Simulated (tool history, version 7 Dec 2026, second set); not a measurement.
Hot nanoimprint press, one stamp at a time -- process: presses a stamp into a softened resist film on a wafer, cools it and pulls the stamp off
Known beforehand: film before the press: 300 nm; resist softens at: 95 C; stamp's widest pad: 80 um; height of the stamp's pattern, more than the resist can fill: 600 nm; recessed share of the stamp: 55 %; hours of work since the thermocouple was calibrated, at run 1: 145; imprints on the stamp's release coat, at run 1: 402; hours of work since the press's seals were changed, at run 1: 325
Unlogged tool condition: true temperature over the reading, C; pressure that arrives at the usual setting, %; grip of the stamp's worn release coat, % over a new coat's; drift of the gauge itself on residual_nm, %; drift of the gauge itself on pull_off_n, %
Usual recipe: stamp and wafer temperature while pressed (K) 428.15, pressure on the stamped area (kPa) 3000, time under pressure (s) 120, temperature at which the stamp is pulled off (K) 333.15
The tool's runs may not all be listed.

run	hour	stamp and wafer temperature while pressed (K)	pressure on the stamped area (kPa)	time under pressure (s)	temperature at which the stamp is pulled off (K)	hours of work since the thermocouple was calibrated	imprints on the stamp's release coat	hours of work since the press's seals were changed	resist left under the stamp's widest pad (nm)	greatest force while the stamp is pulled off (N)
1	0	428.15	3000	120	333.15	145	402	325	114.3	161
2	16.5	428.15	3000	120	333.15	158	468	338	116	166
3	32.4	428.15	3000	120	340.15	170	530	350	115	147
4	47.5	428.15	3000	120	340.15	182	590	362	115.4	145
5	74.8	428.15	3000	120	340.15	203	698	383	113.6	155
6	102.1	428.15	3000	120	340.15	224	807	404	115.9	143
7	125.6	428.15	3000	120	333.15	243	900	423	115.1	171
8	142.7	428.15	3000	120	320.15	256	968	436	113.6	208
9	164.2	428.15	3000	120	320.15	272	1052	452	114.2	216
10	181.6	428.15	3000	120	320.15	286	1122	466	112.9	222
# hour 194.8: stamp cleaned and given a new release coat
11	210.8	428.15	3000	120	320.15	304	63	484	113.8	184
12	224.4	428.15	3000	120	320.15	314	117	494	111.8	185
13	246	428.15	3000	120	320.15	331	203	511	113.2	185
14	271.3	428.15	3000	120	320.15	351	303	531	112.4	196
15	297.6	435.15	3000	120	333.15	371	407	551	76.8	161
# hour 304.1: plate thermocouple calibrated
16	328.9	435.15	3000	120	333.15	19	519	573	80.2	165
17	355	435.15	3000	120	333.15	39	623	593	80	169
18	377.6	435.15	3000	120	333.15	57	712	610	78.5	164
19	392.4	435.15	3000	120	333.15	68	771	622	80.2	178
20	413	435.15	3000	120	333.15	84	852	638	80.5	170
21	442.8	435.15	3000	120	333.15	107	970	661	80.6	170
22	468.5	419.15	3570	120	337.15	127	1072	681	177.4	167
# hour 495.9: stamp cleaned and given a new release coat
23	503	426.15	3680	120	333.15	149	28	703	119	159
24	528.5	426.15	3680	120	333.15	169	129	723	118.6	162
25	555.1	417.15	2700	201	333.15	190	234	743	187.2	160
26	576.6	429.15	3000	120	333.15	206	320	760	109.3	157
27	600.6	429.15	2160	142	333.15	225	415	778	121	161
28	613.4	429.15	1970	142	333.15	235	465	788	127.3	156
29	626.3	429.15	1970	142	333.15	245	517	798	125.8	162
30	651.7	439.15	1970	139	333.15	264	617	818	73.4	169

What if the next run were any one of these 4? Each begins from the tool's condition after run 30:
A	676.6	428.15	3000	120	330.15	283	716	837	?	?
B	676.6	439.15	2020	139	333.15	283	716	837	?	?
C	676.6	437.15	1970	127	340.15	283	716	837	?	?
D	676.6	434.15	2820	120	336.15	283	716	837	?	?

run	resist left under the stamp's widest pad (nm)	greatest force while the stamp is pulled off (N)
A	115.5	175
B	72.8	160
C	84.7	149
D	85.1	159
Without the tool's hidden state the same runs would have given:
run	resist left under the stamp's widest pad (nm)	greatest force while the stamp is pulled off (N)
A	116	160
B	73.5	146
C	85.5	136
D	85.4	145
